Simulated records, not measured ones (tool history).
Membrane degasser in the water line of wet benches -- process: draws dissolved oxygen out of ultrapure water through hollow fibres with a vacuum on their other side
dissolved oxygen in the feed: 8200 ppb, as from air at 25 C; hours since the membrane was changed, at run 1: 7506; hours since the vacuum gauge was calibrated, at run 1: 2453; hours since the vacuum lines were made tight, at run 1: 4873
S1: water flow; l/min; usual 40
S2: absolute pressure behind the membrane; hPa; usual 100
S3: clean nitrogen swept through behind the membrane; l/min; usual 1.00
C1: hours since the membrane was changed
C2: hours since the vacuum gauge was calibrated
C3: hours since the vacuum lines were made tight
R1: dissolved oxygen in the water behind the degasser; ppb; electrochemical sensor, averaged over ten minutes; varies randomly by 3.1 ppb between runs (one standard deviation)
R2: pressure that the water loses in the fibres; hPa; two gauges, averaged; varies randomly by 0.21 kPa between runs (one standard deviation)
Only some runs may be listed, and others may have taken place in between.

Run 1, hour 0.0: usual settings; C1 7506; C2 2453; C3 4873. Result: R1 547.8 ppb, R2 512.1 hPa.
Run 2, hour 108.9: usual settings; C1 7615; C2 2562; C3 4982. Result: R1 542.4 ppb, R2 511.0 hPa.
Run 3, hour 271.0: usual settings but S2 163 hPa; C1 7777; C2 2724; C3 5144. Result: R1 972.3 ppb, R2 514.9 hPa.
Run 4, hour 432.7: usual settings; C1 7939; C2 2886; C3 5305. Result: R1 546.2 ppb, R2 507.2 hPa.
Run 5, hour 557.4: usual settings; C1 8064; C2 3011; C3 5430. Result: R1 548.6 ppb, R2 511.1 hPa.
Run 6, hour 676.4: usual settings; C1 8183; C2 3130; C3 5549. Result: R1 553.0 ppb, R2 513.7 hPa.
Run 7, hour 822.0: usual settings; C1 8328; C2 3275; C3 5695. Result: R1 545.6 ppb, R2 512.5 hPa.
Run 8, hour 986.9: usual settings; C1 8493; C2 3440; C3 5859. Result: R1 554.1 ppb, R2 513.1 hPa.
Run 9, hour 1085.5: usual settings but S2 69 hPa; C1 8592; C2 3539; C3 5958. Result: R1 324.1 ppb, R2 516.4 hPa.
Run 10, hour 1222.8: usual settings; C1 8729; C2 3676; C3 6095. Result: R1 546.6 ppb, R2 514.8 hPa.
Run 11, hour 1309.5: usual settings but S3 2.96 l/min; C1 8816; C2 3763; C3 6182. Result: R1 234.1 ppb, R2 512.5 hPa.
Run 12, hour 1429.8: usual settings but S3 2.96 l/min; C1 8936; C2 3883; C3 6302. Result: R1 232.8 ppb, R2 513.3 hPa.
Run 13, hour 1607.1: usual settings but S3 2.96 l/min; C1 9113; C2 4061; C3 6480. Result: R1 232.8 ppb, R2 516.7 hPa.
Run 14, hour 1791.9: usual settings but S2 174 hPa; C1 9298; C2 4245; C3 6665. Result: R1 1053.9 ppb, R2 516.1 hPa.
Run 15, hour 1890.3: usual settings but S2 174 hPa; C1 9397; C2 4344; C3 6763. Result: R1 1051.3 ppb, R2 514.1 hPa.
At hour 1903.1: vacuum gauge calibrated.
Run 16, hour 2063.8: usual settings but S2 174 hPa; C1 9570; C2 161; C3 6936. Result: R1 1059.0 ppb, R2 515.9 hPa.
Run 17, hour 2150.0: usual settings but S1 55 l/min, S2 172 hPa; C1 9656; C2 247; C3 7022. Result: R1 1344.8 ppb, R2 707.6 hPa.
Run 18, hour 2240.0: usual settings but S1 36 l/min, S3 2.31 l/min; C1 9746; C2 337; C3 7112. Result: R1 261.6 ppb, R2 464.1 hPa.
Run 19, hour 2369.6: usual settings but S1 33 l/min; C1 9875; C2 467; C3 7242. Result: R1 483.3 ppb, R2 424.9 hPa.
Run 20, hour 2531.6: usual settings but S2 94 hPa, S3 0.59 l/min; C1 10037; C2 629; C3 7404. Result: R1 751.1 ppb, R2 513.5 hPa.
Run 21, hour 2675.5: usual settings but S1 59 l/min, S2 76 hPa, S3 2.77 l/min; C1 10181; C2 772; C3 7548. Result: R1 316.9 ppb, R2 762.4 hPa.

Forecast run 22:
Run 22, hour 2859.0: usual settings but S1 59 l/min, S2 163 hPa, S3 2.68 l/min; C1 10365; C2 956; C3 7731. Result: R1 ?, R2 ?.

{"run 22": {"R1": 702.3, "R2": 764.4}}
On a tool with no hidden condition, and with the same random variation, this run would have come out at R1 665.9 ppb, R2 730.3 hPa.

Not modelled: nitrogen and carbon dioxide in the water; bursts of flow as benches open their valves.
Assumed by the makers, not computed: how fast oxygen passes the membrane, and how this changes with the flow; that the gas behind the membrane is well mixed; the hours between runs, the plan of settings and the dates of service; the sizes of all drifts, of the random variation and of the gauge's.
